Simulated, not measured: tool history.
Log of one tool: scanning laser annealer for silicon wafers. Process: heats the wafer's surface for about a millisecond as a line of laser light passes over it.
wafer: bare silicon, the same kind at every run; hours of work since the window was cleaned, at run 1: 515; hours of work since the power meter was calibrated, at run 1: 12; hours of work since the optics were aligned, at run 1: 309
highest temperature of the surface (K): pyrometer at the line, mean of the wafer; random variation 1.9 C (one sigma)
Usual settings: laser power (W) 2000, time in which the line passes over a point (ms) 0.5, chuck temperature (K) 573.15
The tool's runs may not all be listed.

run	hour	laser power (W)	time in which the line passes over a point (ms)	chuck temperature (K)	hours of work since the window was cleaned	hours of work since the power meter was calibrated	hours of work since the optics were aligned	highest temperature of the surface (K)
1	0	2000	0.5	573.15	515	12	309	1366.15
2	4.9	2000	0.5	573.15	519	16	312	1364.15
3	10.1	2000	0.5	573.15	523	20	316	1363.15
4	19.9	1911	0.5	573.15	530	27	323	1327.15
5	28.1	1701	0.5	573.15	536	33	329	1238.15
6	38.6	1701	0.5	573.15	544	41	337	1237.15
7	46.5	1701	0.5	573.15	550	46	343	1236.15
8	53.4	1701	0.5	573.15	555	52	348	1236.15
9	61.1	2050	0.5	573.15	560	57	354	1384.15
10	70	1754	0.5	583.15	567	64	360	1268.15
11	75.6	1754	0.5	583.15	571	68	364	1266.15
12	85.1	1754	0.5	583.15	578	75	371	1265.15

Forecast each of these 3 alternatives for the next run:
A	93.5	2000	0.483	574.15	584	81	377	?
B	93.5	2089	0.491	556.15	584	81	377	?
C	93.5	2086	0.5	573.15	584	81	377	?

run	highest temperature of the surface (K)
A	1343.15
B	1372.15
C	1395.15
Without the tool's hidden state the same runs would have given:
run	highest temperature of the surface (K)
A	1386.15
B	1417.15
C	1440.15

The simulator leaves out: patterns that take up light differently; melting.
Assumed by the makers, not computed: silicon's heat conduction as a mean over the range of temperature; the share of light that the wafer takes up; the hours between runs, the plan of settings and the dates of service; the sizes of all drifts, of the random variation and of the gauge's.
